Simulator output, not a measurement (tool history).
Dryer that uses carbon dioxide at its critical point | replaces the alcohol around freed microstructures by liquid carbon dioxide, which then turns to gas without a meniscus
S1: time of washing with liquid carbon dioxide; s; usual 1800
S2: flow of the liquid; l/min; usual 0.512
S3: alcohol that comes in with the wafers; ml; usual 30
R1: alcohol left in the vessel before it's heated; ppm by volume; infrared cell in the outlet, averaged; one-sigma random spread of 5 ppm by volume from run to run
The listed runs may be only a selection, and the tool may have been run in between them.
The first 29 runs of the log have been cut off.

run	hour	S1	S2	S3	R1
30	503.7	1560	0.618	21	51
31	521.8	1560	0.618	21	58
32	546.8	2100	0.407	69	120
33	566.8	1440	0.361	22	330
34	591.8	1440	0.361	22	338
35	608.9	1080	0.535	22	229
36	622.8	2100	0.426	33	77
37	647.4	1920	0.339	30	221
38	660.8	1920	0.339	30	218
39	682.1	1800	0.512	60	93
40	695.8	1800	0.512	60	90
41	714.1	1800	0.391	30	173
42	727.3	2340	0.648	35	49
43	748.2	2340	0.648	35	46
44	771.1	2340	0.754	39	41
45	786.4	2160	0.754	51	50

Forecast each of these 5 alternatives for the next run:
A	800.2	2700	0.754	51	?
B	800.2	1800	0.332	22	?
C	800.2	1140	0.715	53	?
D	800.2	1800	0.501	30	?
E	800.2	1800	0.325	36	?

run	R1
A	49
B	239
C	125
D	77
E	402
The same runs, with their run-to-run variation unchanged, on a tool lacking any hidden condition would have given:
run	R1
A	7
B	119
C	40
D	19
E	222
